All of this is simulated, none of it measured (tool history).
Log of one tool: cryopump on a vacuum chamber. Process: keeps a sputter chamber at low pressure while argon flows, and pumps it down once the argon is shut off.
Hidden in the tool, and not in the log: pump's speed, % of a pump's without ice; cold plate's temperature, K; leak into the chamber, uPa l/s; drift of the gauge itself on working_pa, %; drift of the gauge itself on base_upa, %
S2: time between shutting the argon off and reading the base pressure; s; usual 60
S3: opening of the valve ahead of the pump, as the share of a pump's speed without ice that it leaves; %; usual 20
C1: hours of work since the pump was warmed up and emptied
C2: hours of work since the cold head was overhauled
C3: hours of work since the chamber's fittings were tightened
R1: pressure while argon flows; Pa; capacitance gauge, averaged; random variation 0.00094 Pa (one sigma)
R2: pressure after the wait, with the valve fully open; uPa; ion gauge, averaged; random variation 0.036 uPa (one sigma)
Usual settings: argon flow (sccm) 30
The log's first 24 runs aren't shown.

Run 25, day 14.525: usual settings but argon flow (sccm) 44, S2 207 s, S3 52 %; C1 444; C2 444; C3 332. Result: R1 0.1198 Pa, R2 1.24 uPa.
Run 26, day 14.988: usual settings but S2 53 s, S3 24 %; C1 450; C2 450; C3 338. Result: R1 0.1689 Pa, R2 2.78 uPa.
Run 27, day 15.567: usual settings but S2 83 s, S3 26 %; C1 458; C2 458; C3 346. Result: R1 0.1583 Pa, R2 2.01 uPa.
Run 28, day 15.912: usual settings but S2 141 s, S3 16 %; C1 463; C2 463; C3 351. Result: R1 0.2561 Pa, R2 1.49 uPa.
Run 29, day 16.267: usual settings but argon flow (sccm) 54, S2 82 s, S3 47 %; C1 468; C2 468; C3 356. Result: R1 0.1613 Pa, R2 2.09 uPa.
Run 30, day 16.717: usual settings but argon flow (sccm) 28, S2 263 s, S3 47 %; C1 475; C2 475; C3 363. Result: R1 0.0851 Pa, R2 1.22 uPa.
Run 31, day 17.408: usual settings but argon flow (sccm) 28, S2 263 s, S3 47 %; C1 484; C2 484; C3 372. Result: R1 0.0835 Pa, R2 1.22 uPa.
Run 32, day 18.058: usual settings but S2 29 s; C1 494; C2 494; C3 382. Result: R1 0.2059 Pa, R2 4.44 uPa.
Run 33, day 18.429: usual settings but argon flow (sccm) 13, S2 136 s, S3 39 %; C1 499; C2 499; C3 387. Result: R1 0.0469 Pa, R2 1.67 uPa.
Run 34, day 18.879: usual settings but argon flow (sccm) 20, S3 15 %; C1 505; C2 505; C3 393. Result: R1 0.1795 Pa, R2 2.60 uPa.

Forecast each of these 3 alternatives for the next run:
Run A, day 19.504: usual settings but argon flow (sccm) 44; C1 514; C2 514; C3 402. Result: R1 ?, R2 ?.
Run B, day 19.504: usual settings but argon flow (sccm) 17, S2 87 s, S3 52 %; C1 514; C2 514; C3 402. Result: R1 ?, R2 ?.
Run C, day 19.504: usual settings but argon flow (sccm) 40, S2 237 s; C1 514; C2 514; C3 402. Result: R1 ?, R2 ?.

run      R1    R2
  A  0.2980  2.62
  B  0.0468  2.11
  C  0.2735  1.34
Without the tool's hidden state the same runs would have given:
run      R1    R2
  A  0.2886  1.97
  B  0.0432  1.46
  C  0.2649  0.69
